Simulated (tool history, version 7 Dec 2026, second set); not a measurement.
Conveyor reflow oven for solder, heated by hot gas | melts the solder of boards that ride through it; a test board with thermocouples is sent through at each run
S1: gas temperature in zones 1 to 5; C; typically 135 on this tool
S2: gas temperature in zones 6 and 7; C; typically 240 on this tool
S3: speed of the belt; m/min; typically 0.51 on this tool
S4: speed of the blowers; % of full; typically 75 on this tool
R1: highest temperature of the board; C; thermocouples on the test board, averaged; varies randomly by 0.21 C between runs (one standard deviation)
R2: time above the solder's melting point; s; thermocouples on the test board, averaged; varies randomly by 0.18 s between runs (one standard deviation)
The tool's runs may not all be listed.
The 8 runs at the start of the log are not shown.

Run 9, hour 201.6: usual settings but S4 86 % of full. Result: R1 224.4 C, R2 76.5 s.
Run 10, hour 232.9: usual settings but S4 86 % of full. Result: R1 224 C, R2 76.2 s.
Run 11, hour 271.3: usual settings but S4 86 % of full. Result: R1 223.8 C, R2 76.1 s.
Run 12, hour 297.2: usual settings but S4 86 % of full. Result: R1 223.4 C, R2 75.7 s.
Run 13, hour 318.1: usual settings but S1 125 C. Result: R1 220.1 C, R2 68.6 s.
Run 14, hour 351.5: usual settings but S1 146 C. Result: R1 223.1 C, R2 80.5 s.
Run 15, hour 371.1: usual settings but S3 0.567 m/min. Result: R1 217.5 C, R2 62.5 s.
Run 16, hour 400.9: usual settings but S2 232 C, S3 0.461 m/min, S4 76 % of full. Result: R1 217 C, R2 78.6 s.
Run 17, hour 433.2: usual settings but S2 232 C, S3 0.461 m/min, S4 76 % of full. Result: R1 216.9 C, R2 78.4 s.
At hour 442.7: flux residue cleaned out of gas plates and filters.
Run 18, hour 456.9: usual settings but S2 243 C, S3 0.461 m/min, S4 87 % of full. Result: R1 230.3 C, R2 90.5 s.
Run 19, hour 491.3: usual settings but S2 243 C, S3 0.461 m/min, S4 87 % of full. Result: R1 230.8 C, R2 90.1 s.
Run 20, hour 529: usual settings but S3 0.476 m/min, S4 54 % of full. Result: R1 221.4 C, R2 79.2 s.
Run 21, hour 564.4: usual settings but S2 250 C, S4 74 % of full. Result: R1 230.9 C, R2 81.3 s.
Run 22, hour 584.4: usual settings but S2 250 C, S4 74 % of full. Result: R1 231.3 C, R2 81.5 s.

Estimate the outcome of run 23 from the log above:
Run 23, hour 604.1: usual settings but S3 0.525 m/min. Result: R1 ?, R2 ?.

{"run 23": {"R1": 221.3, "R2": 71.6}}
Take away the tool's hidden state, keep the run-to-run variation as it was, and the same run would have given R1 222.9 C, R2 72 s.

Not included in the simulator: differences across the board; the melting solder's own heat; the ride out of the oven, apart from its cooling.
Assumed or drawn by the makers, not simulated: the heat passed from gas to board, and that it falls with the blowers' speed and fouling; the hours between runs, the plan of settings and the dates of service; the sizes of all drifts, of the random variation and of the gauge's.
